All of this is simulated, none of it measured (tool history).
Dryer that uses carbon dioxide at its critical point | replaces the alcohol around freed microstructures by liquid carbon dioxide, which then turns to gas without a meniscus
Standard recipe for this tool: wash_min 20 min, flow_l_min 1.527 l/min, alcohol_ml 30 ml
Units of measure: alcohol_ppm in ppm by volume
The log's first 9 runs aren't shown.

| run | hour | wash_min | flow_l_min | alcohol_ml | alcohol_ppm |
|---|---|---|---|---|---|
| 10 | 103.9 | 20 | 1.527 | 30 | 78 |
| 11 | 113.9 | 13 | 1.527 | 30 | 246 |
| 12 | 126.5 | 13 | 1.527 | 30 | 241 |
| 13 | 140.7 | 13 | 1.527 | 30 | 247 |
| 14 | 150.7 | 13 | 1.527 | 30 | 251 |
| 15 | 162.4 | 13 | 1.527 | 30 | 253 |
| 16 | 171.6 | 13 | 2.380 | 30 | 85 |
| 17 | 182.2 | 13 | 2.570 | 30 | 74 |
| 18 | 196.3 | 13 | 2.570 | 99 | 133 |
| 19 | 208.7 | 13 | 1.060 | 23 | 503 |
| 20 | 220.6 | 16 | 1.240 | 23 | 215 |
| 21 | 227.5 | 28 | 2.310 | 58 | 60 |
| 22 | 240.7 | 28 | 2.070 | 38 | 60 |
| 23 | 251.7 | 23 | 2.270 | 47 | 66 |
| 24 | 265.6 | 23 | 2.270 | 47 | 76 |
| 25 | 280.8 | 14 | 0.990 | 53 | 1109 |
|  | 285.6 | inlet filter changed |
| 26 | 293.0 | 20 | 1.527 | 26 | 88 |
| 27 | 300.6 | 13 | 1.000 | 34 | 759 |
| 28 | 308.0 | 14 | 1.180 | 60 | 701 |
| 29 | 323.7 | 27 | 2.480 | 30 | 69 |
| 30 | 336.0 | 20 | 2.150 | 30 | 73 |

4 options for the next run, each taken on its own from the tool as it stands now. Forecast them:
| A | 347.5 | 25 | 2.150 | 112 | ? |
| B | 347.5 | 14 | 1.500 | 30 | ? |
| C | 347.5 | 18 | 2.330 | 58 | ? |
| D | 347.5 | 27 | 1.420 | 30 | ? |

| run | alcohol_ppm |
|---|---|
| A | 80 |
| B | 216 |
| C | 78 |
| D | 75 |
Stripped of hidden state, with their random variation kept, the same runs would have yielded:
| run | alcohol_ppm |
|---|---|
| A | 11 |
| B | 137 |
| C | 9 |
| D | 7 |
